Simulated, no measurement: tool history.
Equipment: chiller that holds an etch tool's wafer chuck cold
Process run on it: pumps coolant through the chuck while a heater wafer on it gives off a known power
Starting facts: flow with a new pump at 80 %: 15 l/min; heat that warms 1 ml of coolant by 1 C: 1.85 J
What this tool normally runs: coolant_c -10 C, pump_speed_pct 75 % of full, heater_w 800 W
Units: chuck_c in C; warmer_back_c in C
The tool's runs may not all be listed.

{"run": 1, "hour": 0.0, "coolant_c": -10, "pump_speed_pct": 75, "heater_w": 800, "chuck_c": -1.6, "warmer_back_c": 1.88}
{"run": 2, "hour": 46.4, "coolant_c": -8, "pump_speed_pct": 75, "heater_w": 800, "chuck_c": 0.4, "warmer_back_c": 1.88}
{"run": 3, "hour": 80.1, "coolant_c": -2, "pump_speed_pct": 75, "heater_w": 800, "chuck_c": 6.6, "warmer_back_c": 1.83}
{"run": 4, "hour": 109.4, "coolant_c": -2, "pump_speed_pct": 75, "heater_w": 800, "chuck_c": 6.5, "warmer_back_c": 1.91}
{"run": 5, "hour": 147.7, "coolant_c": -10, "pump_speed_pct": 75, "heater_w": 800, "chuck_c": -1.7, "warmer_back_c": 1.91}
{"run": 6, "hour": 183.4, "coolant_c": -10, "pump_speed_pct": 75, "heater_w": 800, "chuck_c": -1.4, "warmer_back_c": 1.87}
{"run": 7, "hour": 208.6, "coolant_c": -10, "pump_speed_pct": 75, "heater_w": 800, "chuck_c": -1.7, "warmer_back_c": 1.91}
{"run": 8, "hour": 247.3, "coolant_c": -10, "pump_speed_pct": 75, "heater_w": 800, "chuck_c": -1.4, "warmer_back_c": 1.94}
{"run": 9, "hour": 267.8, "coolant_c": -10, "pump_speed_pct": 75, "heater_w": 800, "chuck_c": -1.7, "warmer_back_c": 1.99}
{"run": 10, "hour": 305.8, "coolant_c": -17, "pump_speed_pct": 75, "heater_w": 800, "chuck_c": -8.5, "warmer_back_c": 2.04}
{"run": 11, "hour": 350.0, "coolant_c": -17, "pump_speed_pct": 75, "heater_w": 800, "chuck_c": -8.6, "warmer_back_c": 2.01}
{"run": 12, "hour": 379.1, "coolant_c": -17, "pump_speed_pct": 75, "heater_w": 800, "chuck_c": -8.6, "warmer_back_c": 2.03}
{"run": 13, "hour": 399.6, "coolant_c": -10, "pump_speed_pct": 75, "heater_w": 527, "chuck_c": -4.5, "warmer_back_c": 1.45}
{"run": 14, "hour": 424.5, "coolant_c": -10, "pump_speed_pct": 75, "heater_w": 527, "chuck_c": -4.5, "warmer_back_c": 1.38}
{"run": 15, "hour": 464.0, "coolant_c": -10, "pump_speed_pct": 75, "heater_w": 527, "chuck_c": -4.4, "warmer_back_c": 1.44}
{"run": 16, "hour": 493.3, "coolant_c": -10, "pump_speed_pct": 82, "heater_w": 800, "chuck_c": -1.9, "warmer_back_c": 1.94}
{"run": 17, "hour": 518.7, "coolant_c": -10, "pump_speed_pct": 82, "heater_w": 800, "chuck_c": -1.9, "warmer_back_c": 1.89}

Expected results for the next run?
{"run": 18, "hour": 540.3, "coolant_c": -6, "pump_speed_pct": 65, "heater_w": 415, "chuck_c": "?", "warmer_back_c": "?"}

{"run 18": {"chuck_c": -1.2, "warmer_back_c": 1.39}}
Had the tool carried no hidden state, the very same run would have given chuck_c -1.2 C, warmer_back_c 1.15 C.
